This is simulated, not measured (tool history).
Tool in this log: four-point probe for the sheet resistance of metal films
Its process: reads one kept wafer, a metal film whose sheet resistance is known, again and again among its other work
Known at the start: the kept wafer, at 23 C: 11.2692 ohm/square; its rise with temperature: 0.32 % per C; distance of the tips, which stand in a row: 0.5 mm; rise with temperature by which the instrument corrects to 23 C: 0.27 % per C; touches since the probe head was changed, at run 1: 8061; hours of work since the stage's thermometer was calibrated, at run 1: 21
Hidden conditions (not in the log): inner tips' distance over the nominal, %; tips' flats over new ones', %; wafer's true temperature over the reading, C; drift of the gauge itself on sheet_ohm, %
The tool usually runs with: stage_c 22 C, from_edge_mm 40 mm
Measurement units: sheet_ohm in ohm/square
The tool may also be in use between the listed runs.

run,hour,stage_c,from_edge_mm,touches since the probe head was changed,hours of work since the stage's thermometer was calibrated,sheet_ohm
1,0,22,40,8061,21,11.25587
2,46.3,22,40,9342,47,11.254728
3,77.8,22,40,10214,65,11.264434
4,123.7,22,40,11486,91,11.258724
5,168.4,22,40,12723,116,11.262627
6,207.1,22,40,13794,138,11.263268
7,254.4,22,40,15103,164,11.266814
8,294.2,22,40,16205,187,11.261717
9,355.1,28,40,17889,221,11.296072
10,386.6,28,40,18760,239,11.299045
11,441.8,23,56,20287,270,11.271112
12,480.4,21,30,21358,291,11.256049
13,519.8,24,10,22447,313,11.293029
14,567,25,23,23753,340,11.28628
15,596.2,25,23,24562,356,11.287845
16,650.8,21,29,26074,387,11.261667
17,676.4,29,9,26782,402,11.327864
18,722.8,20,40,28065,428,11.256059
19,754.2,20,40,28933,445,11.258794
20,793.3,19,37,30016,467,11.252132

Measured minus without-hidden-state, run by run (identical run-to-run variation in each term; gauge scatter may differ):
run,sheet_ohm
1,-0.006091
2,-0.005413
3,-0.004961
4,-0.004216
5,-0.003562
6,-0.003002
7,-0.002337
8,-0.001782
9,-0.000859
10,-0.000436
11,+0.00032
12,+0.000857
13,+0.001413
14,+0.002111
15,+0.002516
16,+0.003267
17,+0.003699
18,+0.004326
19,+0.004824
20,+0.0054
